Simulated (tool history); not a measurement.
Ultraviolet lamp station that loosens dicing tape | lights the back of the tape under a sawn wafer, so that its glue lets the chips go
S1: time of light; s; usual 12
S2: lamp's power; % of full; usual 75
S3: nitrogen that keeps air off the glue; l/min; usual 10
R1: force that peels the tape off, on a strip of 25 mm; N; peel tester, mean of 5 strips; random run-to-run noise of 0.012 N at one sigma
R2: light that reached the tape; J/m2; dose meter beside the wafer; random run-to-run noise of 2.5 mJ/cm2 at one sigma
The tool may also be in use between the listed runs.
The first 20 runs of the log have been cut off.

Run 21, hour 418.9: usual settings but S2 68 % of full. Result: R1 0.682 N, R2 2540 J/m2.
Run 22, hour 440.1: usual settings but S2 68 % of full. Result: R1 0.685 N, R2 2480 J/m2.
Run 23, hour 464.2: usual settings but S2 98 % of full, S3 18 l/min. Result: R1 0.335 N, R2 3580 J/m2.
Run 24, hour 488.0: usual settings but S1 6 s, S3 5 l/min. Result: R1 1.790 N, R2 1340 J/m2.
Run 25, hour 506.4: usual settings but S1 6 s, S3 5 l/min. Result: R1 1.822 N, R2 1290 J/m2.
Run 26, hour 531.2: usual settings but S1 14 s, S2 77 % of full. Result: R1 0.503 N, R2 3170 J/m2.
Run 27, hour 555.0: usual settings but S1 11 s, S2 76 % of full, S3 18 l/min. Result: R1 0.525 N, R2 2460 J/m2.
Run 28, hour 569.4: usual settings but S1 7 s, S2 61 % of full, S3 4 l/min. Result: R1 2.019 N, R2 1270 J/m2.
Run 29, hour 585.7: usual settings but S1 6 s, S3 7 l/min. Result: R1 1.654 N, R2 1290 J/m2.
Run 30, hour 611.8: usual settings but S1 8 s, S2 62 % of full. Result: R1 1.325 N, R2 1420 J/m2.
Run 31, hour 633.4: usual settings but S1 16 s, S2 65 % of full, S3 18 l/min. Result: R1 0.405 N, R2 2990 J/m2.
Run 32, hour 661.7: usual settings but S1 13 s, S2 67 % of full, S3 16 l/min. Result: R1 0.567 N, R2 2480 J/m2.
Run 33, hour 678.3: usual settings but S1 13 s, S2 67 % of full, S3 16 l/min. Result: R1 0.578 N, R2 2430 J/m2.
Run 34, hour 694.5: usual settings but S1 7 s, S2 67 % of full, S3 5 l/min. Result: R1 1.818 N, R2 1270 J/m2.
Run 35, hour 722.4: usual settings but S2 73 % of full. Result: R1 0.747 N, R2 2440 J/m2.
Run 36, hour 746.9: usual settings but S1 6 s, S2 76 % of full, S3 5 l/min. Result: R1 1.949 N, R2 1230 J/m2.
Run 37, hour 761.8: usual settings but S1 6 s, S2 76 % of full, S3 5 l/min. Result: R1 1.951 N, R2 1260 J/m2.
Run 38, hour 790.5: usual settings but S1 7 s, S2 79 % of full, S3 13 l/min. Result: R1 1.181 N, R2 1490 J/m2.
Run 39, hour 804.3: usual settings but S1 7 s, S2 79 % of full, S3 13 l/min. Result: R1 1.230 N, R2 1440 J/m2.
Run 40, hour 828.7: usual settings but S1 6 s, S2 87 % of full, S3 9 l/min. Result: R1 1.465 N, R2 1380 J/m2.
Run 41, hour 842.3: usual settings but S1 10 s, S2 62 % of full, S3 6 l/min. Result: R1 1.423 N, R2 1650 J/m2.
Run 42, hour 861.5: usual settings but S1 10 s, S2 62 % of full, S3 6 l/min. Result: R1 1.523 N, R2 1630 J/m2.
Run 43, hour 884.8: usual settings but S1 10 s, S2 62 % of full, S3 6 l/min. Result: R1 1.537 N, R2 1650 J/m2.

Alternative continuations, all from the tool just after run 43; predict every row:
Run A, hour 900.9: usual settings but S1 10 s, S3 6 l/min. Result: R1 ?, R2 ?.
Run B, hour 900.9: usual settings. Result: R1 ?, R2 ?.
Run C, hour 900.9: usual settings but S1 10 s, S2 100 % of full, S3 14 l/min. Result: R1 ?, R2 ?.
Run D, hour 900.9: usual settings but S3 3 l/min. Result: R1 ?, R2 ?.

run     R1    R2
  A  1.219  1930
  B  0.779  2350
  C  0.572  2570
  D  1.433  2290
Stripped of hidden state, with their random variation kept, the same runs would have yielded:
run     R1    R2
  A  0.908  2500
  B  0.546  3040
  C  0.404  3350
  D  1.094  2980
